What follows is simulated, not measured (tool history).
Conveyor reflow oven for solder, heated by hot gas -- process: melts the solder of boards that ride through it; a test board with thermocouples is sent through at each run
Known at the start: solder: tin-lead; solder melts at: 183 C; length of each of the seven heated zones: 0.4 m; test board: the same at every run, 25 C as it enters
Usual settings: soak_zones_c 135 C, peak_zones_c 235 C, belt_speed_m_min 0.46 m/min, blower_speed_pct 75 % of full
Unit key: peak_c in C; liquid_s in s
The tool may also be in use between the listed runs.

{"run": 1, "day": 0.0, "soak_zones_c": 135, "peak_zones_c": 235, "belt_speed_m_min": 0.46, "blower_speed_pct": 75, "peak_c": 222.2, "liquid_s": 85.8}
{"run": 2, "day": 4.079, "soak_zones_c": 135, "peak_zones_c": 235, "belt_speed_m_min": 0.46, "blower_speed_pct": 75, "peak_c": 222.4, "liquid_s": 85.8}
{"run": 3, "day": 8.183, "soak_zones_c": 135, "peak_zones_c": 235, "belt_speed_m_min": 0.46, "blower_speed_pct": 75, "peak_c": 221.9, "liquid_s": 84.2}
{"run": 4, "day": 11.588, "soak_zones_c": 135, "peak_zones_c": 235, "belt_speed_m_min": 0.46, "blower_speed_pct": 75, "peak_c": 221.4, "liquid_s": 85.5}
{"run": 5, "day": 13.529, "soak_zones_c": 135, "peak_zones_c": 235, "belt_speed_m_min": 0.46, "blower_speed_pct": 75, "peak_c": 221.6, "liquid_s": 85.1}
{"run": 6, "day": 16.35, "soak_zones_c": 135, "peak_zones_c": 227, "belt_speed_m_min": 0.46, "blower_speed_pct": 75, "peak_c": 213.3, "liquid_s": 77.2}
{"run": 7, "day": 18.175, "soak_zones_c": 135, "peak_zones_c": 227, "belt_speed_m_min": 0.46, "blower_speed_pct": 75, "peak_c": 214.1, "liquid_s": 76.6}
{"day": 18.733, "done": "flux residue cleaned out of gas plates and filters"}
{"run": 8, "day": 20.792, "soak_zones_c": 135, "peak_zones_c": 235, "belt_speed_m_min": 0.46, "blower_speed_pct": 75, "peak_c": 220.6, "liquid_s": 84}
{"day": 22.725, "done": "belt drive overhauled, speed set with a stopwatch"}
{"day": 22.808, "done": "thermocouples of zones 6 and 7 changed"}
{"run": 9, "day": 23.542, "soak_zones_c": 135, "peak_zones_c": 235, "belt_speed_m_min": 0.46, "blower_speed_pct": 75, "peak_c": 218.4, "liquid_s": 79.4}
{"run": 10, "day": 27.55, "soak_zones_c": 135, "peak_zones_c": 235, "belt_speed_m_min": 0.46, "blower_speed_pct": 75, "peak_c": 218.1, "liquid_s": 78.5}
{"day": 29.925, "done": "flux residue cleaned out of gas plates and filters, once more"}
{"run": 11, "day": 29.925, "soak_zones_c": 135, "peak_zones_c": 235, "belt_speed_m_min": 0.46, "blower_speed_pct": 75, "peak_c": 221.9, "liquid_s": 82.5}
{"run": 12, "day": 32.717, "soak_zones_c": 135, "peak_zones_c": 235, "belt_speed_m_min": 0.46, "blower_speed_pct": 75, "peak_c": 221.7, "liquid_s": 82.2}
{"run": 13, "day": 35.288, "soak_zones_c": 135, "peak_zones_c": 235, "belt_speed_m_min": 0.46, "blower_speed_pct": 75, "peak_c": 220.9, "liquid_s": 82.6}
{"run": 14, "day": 38.779, "soak_zones_c": 135, "peak_zones_c": 235, "belt_speed_m_min": 0.46, "blower_speed_pct": 75, "peak_c": 221.1, "liquid_s": 82}
{"run": 15, "day": 42.425, "soak_zones_c": 135, "peak_zones_c": 235, "belt_speed_m_min": 0.46, "blower_speed_pct": 75, "peak_c": 220.6, "liquid_s": 82}
{"run": 16, "day": 46.654, "soak_zones_c": 135, "peak_zones_c": 235, "belt_speed_m_min": 0.46, "blower_speed_pct": 75, "peak_c": 220.3, "liquid_s": 81.1}

Predict the results of run 17:
{"day": 48.558, "done": "flux residue cleaned out of gas plates and filters"}
{"run": 17, "day": 51.117, "soak_zones_c": 135, "peak_zones_c": 235, "belt_speed_m_min": 0.46, "blower_speed_pct": 75, "peak_c": "?", "liquid_s": "?"}

{"run 17": {"peak_c": 221.7, "liquid_s": 82.6}}
Take away the tool's hidden state, keep the run-to-run variation as it was, and the same run would have given peak_c 222.3 C, liquid_s 82 s.
